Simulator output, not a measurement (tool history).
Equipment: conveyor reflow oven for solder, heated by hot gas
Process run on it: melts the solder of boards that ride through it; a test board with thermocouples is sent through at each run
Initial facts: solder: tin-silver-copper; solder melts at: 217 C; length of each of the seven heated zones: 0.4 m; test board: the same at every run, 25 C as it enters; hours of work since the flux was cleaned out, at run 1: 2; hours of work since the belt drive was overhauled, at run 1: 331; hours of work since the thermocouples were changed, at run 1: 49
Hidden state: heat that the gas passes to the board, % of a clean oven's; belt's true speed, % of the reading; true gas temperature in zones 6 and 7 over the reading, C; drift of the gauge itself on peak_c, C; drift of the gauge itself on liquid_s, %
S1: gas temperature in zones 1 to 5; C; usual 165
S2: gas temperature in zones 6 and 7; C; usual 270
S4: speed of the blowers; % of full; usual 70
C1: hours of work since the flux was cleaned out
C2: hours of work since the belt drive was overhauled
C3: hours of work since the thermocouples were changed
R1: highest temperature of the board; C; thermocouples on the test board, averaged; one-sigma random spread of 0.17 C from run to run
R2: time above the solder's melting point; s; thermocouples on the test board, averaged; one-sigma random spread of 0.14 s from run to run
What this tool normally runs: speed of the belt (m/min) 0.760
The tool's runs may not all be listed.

Run 1, hour 0.0: usual settings; C1 2; C2 331; C3 49. Result: R1 250.6 C, R2 43.5 s.
Run 2, hour 16.6: usual settings; C1 12; C2 341; C3 59. Result: R1 250.4 C, R2 43.3 s.
Run 3, hour 30.3: usual settings; C1 20; C2 349; C3 67. Result: R1 250.4 C, R2 43.2 s.
Run 4, hour 45.4: usual settings; C1 29; C2 358; C3 76. Result: R1 250.0 C, R2 43.2 s.
Run 5, hour 52.8: usual settings; C1 33; C2 362; C3 80. Result: R1 250.1 C, R2 43.1 s.
Run 6, hour 62.9: usual settings; C1 39; C2 368; C3 86. Result: R1 250.3 C, R2 43.0 s.
Run 7, hour 77.4: usual settings; C1 47; C2 376; C3 95. Result: R1 250.1 C, R2 43.0 s.
Run 8, hour 85.0: usual settings; C1 52; C2 381; C3 99. Result: R1 250.0 C, R2 42.9 s.
Run 9, hour 101.0: usual settings; C1 61; C2 390; C3 109. Result: R1 250.0 C, R2 42.6 s.
Run 10, hour 108.5: usual settings; C1 66; C2 395; C3 113. Result: R1 249.7 C, R2 42.9 s.
Run 11, hour 125.1: usual settings but speed of the belt (m/min) 0.659; C1 75; C2 404; C3 123. Result: R1 255.0 C, R2 54.2 s.
Run 12, hour 133.5: usual settings but S2 259 C, speed of the belt (m/min) 0.659; C1 80; C2 409; C3 128. Result: R1 244.9 C, R2 47.1 s.
Run 13, hour 142.6: usual settings but S2 259 C, speed of the belt (m/min) 0.659, S4 82 % of full; C1 86; C2 415; C3 133. Result: R1 246.7 C, R2 48.9 s.
Run 14, hour 149.9: usual settings but S2 259 C, speed of the belt (m/min) 0.659, S4 82 % of full; C1 90; C2 419; C3 137. Result: R1 246.4 C, R2 48.8 s.
Run 15, hour 163.1: usual settings but S2 259 C, speed of the belt (m/min) 0.659, S4 82 % of full; C1 98; C2 427; C3 145. Result: R1 246.3 C, R2 48.9 s.
Run 16, hour 173.0: usual settings but S2 259 C, speed of the belt (m/min) 0.659, S4 82 % of full; C1 103; C2 432; C3 151. Result: R1 246.4 C, R2 48.6 s.
Run 17, hour 189.0: usual settings but S1 164 C, S2 259 C, speed of the belt (m/min) 0.659, S4 78 % of full; C1 113; C2 442; C3 160. Result: R1 245.9 C, R2 47.4 s.
Run 18, hour 198.3: usual settings but S1 174 C, S2 259 C, S4 88 % of full; C1 118; C2 447; C3 166. Result: R1 244.3 C, R2 42.5 s.
Run 19, hour 206.4: usual settings but S2 282 C, speed of the belt (m/min) 0.883, S4 54 % of full; C1 123; C2 452; C3 171. Result: R1 247.9 C, R2 34.0 s.
Run 20, hour 216.9: usual settings but speed of the belt (m/min) 0.622, S4 54 % of full; C1 129; C2 458; C3 177. Result: R1 253.5 C, R2 55.8 s.
Run 21, hour 224.2: usual settings but speed of the belt (m/min) 0.622, S4 54 % of full; C1 134; C2 463; C3 181. Result: R1 253.3 C, R2 56.1 s.
Run 22, hour 240.2: usual settings but S1 168 C, S4 64 % of full; C1 143; C2 472; C3 190. Result: R1 248.6 C, R2 42.4 s.
Run 23, hour 250.5: usual settings but S1 155 C, S2 281 C, speed of the belt (m/min) 0.780; C1 149; C2 478; C3 197. Result: R1 255.2 C, R2 42.2 s.
Run 24, hour 261.1: usual settings but speed of the belt (m/min) 0.850, S4 69 % of full; C1 155; C2 484; C3 203. Result: R1 244.1 C, R2 33.4 s.
Run 25, hour 269.0: usual settings but S2 261 C, speed of the belt (m/min) 0.784; C1 160; C2 489; C3 207. Result: R1 240.1 C, R2 34.1 s.
Run 26, hour 282.6: usual settings but S2 279 C; C1 168; C2 497; C3 215. Result: R1 256.7 C, R2 46.6 s.
Run 27, hour 299.6: usual settings but S1 179 C, S2 276 C, S4 87 % of full; C1 178; C2 507; C3 225. Result: R1 259.6 C, R2 52.6 s.
Run 28, hour 313.1: usual settings but S1 179 C, S2 272 C, speed of the belt (m/min) 0.755, S4 87 % of full; C1 186; C2 515; C3 233. Result: R1 256.3 C, R2 51.2 s.
Run 29, hour 330.7: usual settings but S1 157 C, S2 272 C, speed of the belt (m/min) 0.755, S4 69 % of full; C1 196; C2 525; C3 244. Result: R1 248.6 C, R2 40.1 s.
Run 30, hour 340.1: usual settings but S1 157 C, S2 272 C, speed of the belt (m/min) 0.755, S4 69 % of full; C1 202; C2 531; C3 249. Result: R1 249.0 C, R2 39.8 s.
Run 31, hour 349.7: usual settings but S1 157 C, S2 272 C, speed of the belt (m/min) 0.755, S4 69 % of full; C1 207; C2 536; C3 255. Result: R1 248.5 C, R2 39.9 s.

Run by run, hidden condition taken away, random variation retained:
run     R1    R2
  1  250.6  43.3
  2  250.5  43.1
  3  250.5  43.1
  4  250.2  43.1
  5  250.3  43.1
  6  250.6  43.0
  7  250.5  43.1
  8  250.4  43.1
  9  250.5  42.8
 10  250.3  43.2
 11  255.5  54.4
 12  245.3  47.5
 13  247.2  49.4
 14  247.0  49.2
 15  246.9  49.4
 16  247.1  49.2
 17  246.6  48.1
 18  245.2  43.2
 19  249.2  34.8
 20  254.2  56.2
 21  254.0  56.5
 22  249.8  43.3
 23  256.9  43.1
 24  245.8  34.7
 25  241.5  35.5
 26  258.3  47.4
 27  261.1  53.2
 28  257.8  51.9
 29  250.5  41.5
 30  251.0  41.3
 31  250.6  41.5
